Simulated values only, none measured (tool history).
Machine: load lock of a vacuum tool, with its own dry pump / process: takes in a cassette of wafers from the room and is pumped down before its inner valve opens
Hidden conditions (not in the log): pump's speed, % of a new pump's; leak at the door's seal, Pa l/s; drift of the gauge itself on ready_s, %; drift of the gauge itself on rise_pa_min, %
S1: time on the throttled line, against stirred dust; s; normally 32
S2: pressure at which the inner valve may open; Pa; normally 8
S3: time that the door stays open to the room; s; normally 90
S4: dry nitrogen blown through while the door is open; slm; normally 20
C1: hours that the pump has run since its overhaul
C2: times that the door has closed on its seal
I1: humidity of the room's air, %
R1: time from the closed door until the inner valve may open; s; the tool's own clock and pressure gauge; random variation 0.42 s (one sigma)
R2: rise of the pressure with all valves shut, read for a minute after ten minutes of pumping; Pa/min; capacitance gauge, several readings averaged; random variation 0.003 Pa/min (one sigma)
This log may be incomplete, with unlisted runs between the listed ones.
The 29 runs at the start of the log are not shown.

{"run": 30, "day": 293.879, "S1": 23, "S2": 15, "S3": 90, "S4": 20, "C1": 4547, "C2": 53090, "I1": 41.7, "R1": 39.1, "R2": 0.039}
{"run": 31, "day": 301.354, "S1": 23, "S2": 15, "S3": 90, "S4": 20, "C1": 4727, "C2": 53637, "I1": 43.4, "R1": 39.8, "R2": 0.047}
{"run": 32, "day": 314.021, "S1": 26, "S2": 7, "S3": 90, "S4": 20, "C1": 5031, "C2": 54563, "I1": 45.8, "R1": 44.6, "R2": 0.046}
{"run": 33, "day": 321.112, "S1": 32, "S2": 12, "S3": 90, "S4": 40, "C1": 5201, "C2": 55081, "I1": 45.3, "R1": 48.2, "R2": 0.041}
{"run": 34, "day": 326.95, "S1": 32, "S2": 12, "S3": 90, "S4": 40, "C1": 5341, "C2": 55508, "I1": 42.4, "R1": 48, "R2": 0.037}
{"run": 35, "day": 335.079, "S1": 56, "S2": 14, "S3": 73, "S4": 15, "C1": 5536, "C2": 56103, "I1": 43.7, "R1": 67.5, "R2": 0.045}
{"run": 36, "day": 341.912, "S1": 57, "S2": 6, "S3": 90, "S4": 20, "C1": 5700, "C2": 56602, "I1": 45, "R1": 70.9, "R2": 0.044}
{"run": 37, "day": 354.092, "S1": 61, "S2": 6, "S3": 90, "S4": 35, "C1": 5992, "C2": 57493, "I1": 47.3, "R1": 73.9, "R2": 0.042}
{"run": 38, "day": 366.221, "S1": 25, "S2": 8, "S3": 90, "S4": 31, "C1": 6284, "C2": 58380, "I1": 43.8, "R1": 42.6, "R2": 0.043}

Below are 3 alternative next runs, each starting from the tool's condition after run 38. Predict each:
{"run": "A", "day": 376.404, "S1": 25, "S2": 8, "S3": 110, "S4": 35, "C1": 6528, "C2": 59124, "I1": 45.4, "R1": "?", "R2": "?"}
{"run": "B", "day": 376.404, "S1": 34, "S2": 8, "S3": 90, "S4": 31, "C1": 6528, "C2": 59124, "I1": 43.5, "R1": "?", "R2": "?"}
{"run": "C", "day": 376.404, "S1": 25, "S2": 8, "S3": 29, "S4": 31, "C1": 6528, "C2": 59124, "I1": 44.1, "R1": "?", "R2": "?"}

run=A R1=42.5 R2=0.044
run=B R1=50.8 R2=0.038
run=C R1=42.6 R2=0.027
With the hidden condition removed and each run's random variation left untouched, the same runs would have given:
run=A R1=42.5 R2=0.041
run=B R1=50.8 R2=0.036
run=C R1=42.6 R2=0.024
